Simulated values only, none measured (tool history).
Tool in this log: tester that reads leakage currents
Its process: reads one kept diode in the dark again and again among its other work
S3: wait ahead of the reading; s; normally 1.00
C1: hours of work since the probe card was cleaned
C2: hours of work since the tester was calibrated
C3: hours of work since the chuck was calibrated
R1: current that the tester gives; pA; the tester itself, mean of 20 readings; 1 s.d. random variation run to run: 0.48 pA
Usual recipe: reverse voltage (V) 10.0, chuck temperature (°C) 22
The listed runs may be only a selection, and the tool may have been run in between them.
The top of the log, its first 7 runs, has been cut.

run 8 hour=192.7 | reverse_voltage_(V)=10.0 chuck_temperature_(°C)=22 S3=1.00 | C1=166 C2=840 C3=166 | R1=163.27
run 9 hour=210.2 | reverse_voltage_(V)=10.0 chuck_temperature_(°C)=22 S3=1.00 | C1=178 C2=852 C3=178 | R1=162.97
run 10 hour=236.0 | reverse_voltage_(V)=10.0 chuck_temperature_(°C)=22 S3=1.00 | C1=196 C2=870 C3=196 | R1=164.98
run 11 hour=259.7 | reverse_voltage_(V)=10.0 chuck_temperature_(°C)=47 S3=1.00 | C1=212 C2=886 C3=212 | R1=989.74
run 12 hour=287.0 | reverse_voltage_(V)=10.0 chuck_temperature_(°C)=47 S3=1.00 | C1=231 C2=905 C3=231 | R1=991.83
run 13 hour=301.7 | reverse_voltage_(V)=10.0 chuck_temperature_(°C)=22 S3=1.00 | C1=241 C2=915 C3=241 | R1=165.08
run 14 hour=333.0 | reverse_voltage_(V)=10.0 chuck_temperature_(°C)=22 S3=1.00 | C1=262 C2=937 C3=262 | R1=165.65
run 15 hour=367.6 | reverse_voltage_(V)=10.0 chuck_temperature_(°C)=22 S3=1.00 | C1=286 C2=961 C3=286 | R1=165.47
run 16 hour=394.8 | reverse_voltage_(V)=10.0 chuck_temperature_(°C)=22 S3=0.57 | C1=305 C2=979 C3=305 | R1=167.91
run 17 hour=422.0 | reverse_voltage_(V)=10.0 chuck_temperature_(°C)=22 S3=0.57 | C1=324 C2=998 C3=324 | R1=167.41
run 18 hour=440.4 | reverse_voltage_(V)=10.0 chuck_temperature_(°C)=22 S3=0.57 | C1=337 C2=1011 C3=337 | R1=168.77
run 19 hour=464.5 | reverse_voltage_(V)=10.0 chuck_temperature_(°C)=22 S3=0.57 | C1=353 C2=1028 C3=353 | R1=169.18
run 20 hour=486.5 | reverse_voltage_(V)=10.0 chuck_temperature_(°C)=22 S3=1.00 | C1=368 C2=1043 C3=368 | R1=168.27
run 21 hour=520.9 | reverse_voltage_(V)=10.0 chuck_temperature_(°C)=34 S3=0.35 | C1=392 C2=1067 C3=392 | R1=411.37
-- hour=525.6 probe card cleaned and baked
run 22 hour=542.7 | reverse_voltage_(V)=10.0 chuck_temperature_(°C)=34 S3=0.35 | C1=12 C2=1079 C3=405 | R1=413.09
run 23 hour=562.1 | reverse_voltage_(V)=16.6 chuck_temperature_(°C)=32 S3=0.33 | C1=25 C2=1093 C3=418 | R1=457.33
run 24 hour=591.3 | reverse_voltage_(V)=16.6 chuck_temperature_(°C)=37 S3=3.95 | C1=45 C2=1113 C3=439 | R1=639.97
run 25 hour=606.5 | reverse_voltage_(V)=16.6 chuck_temperature_(°C)=23 S3=3.95 | C1=56 C2=1124 C3=449 | R1=233.89

Forecast run 26:
run 26 hour=640.9 | reverse_voltage_(V)=3.1 chuck_temperature_(°C)=24 S3=0.54 | C1=80 C2=1147 C3=473 | R1=?

R1: 115.38 pA
Minus the tool's unlogged condition, the same run would have read R1 109.51 pA.

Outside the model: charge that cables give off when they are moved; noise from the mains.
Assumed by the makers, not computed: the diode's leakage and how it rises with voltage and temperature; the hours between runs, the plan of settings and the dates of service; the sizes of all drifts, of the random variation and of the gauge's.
